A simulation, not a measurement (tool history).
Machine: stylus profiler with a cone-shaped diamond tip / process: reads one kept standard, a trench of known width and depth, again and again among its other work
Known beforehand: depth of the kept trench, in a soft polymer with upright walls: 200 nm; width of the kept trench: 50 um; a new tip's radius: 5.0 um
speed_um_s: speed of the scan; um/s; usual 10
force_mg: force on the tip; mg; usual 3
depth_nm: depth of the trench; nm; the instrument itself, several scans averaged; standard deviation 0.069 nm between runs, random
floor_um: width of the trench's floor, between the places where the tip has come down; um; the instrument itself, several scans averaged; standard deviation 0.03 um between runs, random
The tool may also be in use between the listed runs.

run,hour,speed_um_s,force_mg,depth_nm,floor_um
1,0,10,3,201.57,46.58
2,24.5,10,1.23,200.68,46.5
3,54.4,10,1.4,200.74,46.5
4,79.8,10,3.58,201.83,46.42
5,98.4,10,3.58,201.81,46.52
6,126.1,10,1.13,200.57,46.46
7,139.3,10,1.13,200.57,46.51
8,153.2,10,1.13,200.4,46.46
9,174,10,1.13,200.51,46.44
10,204,10,1.13,200.57,46.43
11,223.6,10,1.13,200.47,46.42
# hour 226.6: height scale calibrated on a step standard
12,242.6,10,1.13,200.2,46.42
13,272.9,26,1.82,200.64,46.32
# hour 298.9: height scale calibrated on a step standard, once more
14,305.4,26,1.82,201.43,46.42
15,334.1,4,7.4,203.66,46.44
16,352.5,15,5.81,203.03,46.4
17,369.1,11,3.47,202.09,46.35
18,401.6,3,8.18,203.88,46.38
19,425.8,18,3,201.97,46.37

4 options for the next run, each taken on its own from the tool as it stands now. Forecast them:
A,456.6,31,1.45,?,?
B,456.6,5,7.86,?,?
C,456.6,5,1.5,?,?
D,456.6,11,8.76,?,?

run,depth_nm,floor_um
A,201.16,46.29
B,203.74,46.3
C,201.13,46.33
D,204,46.4
Without the tool's hidden state the same runs would have given:
run,depth_nm,floor_um
A,201.13,47.14
B,203.71,47.15
C,201.1,47.17
D,203.97,47.25
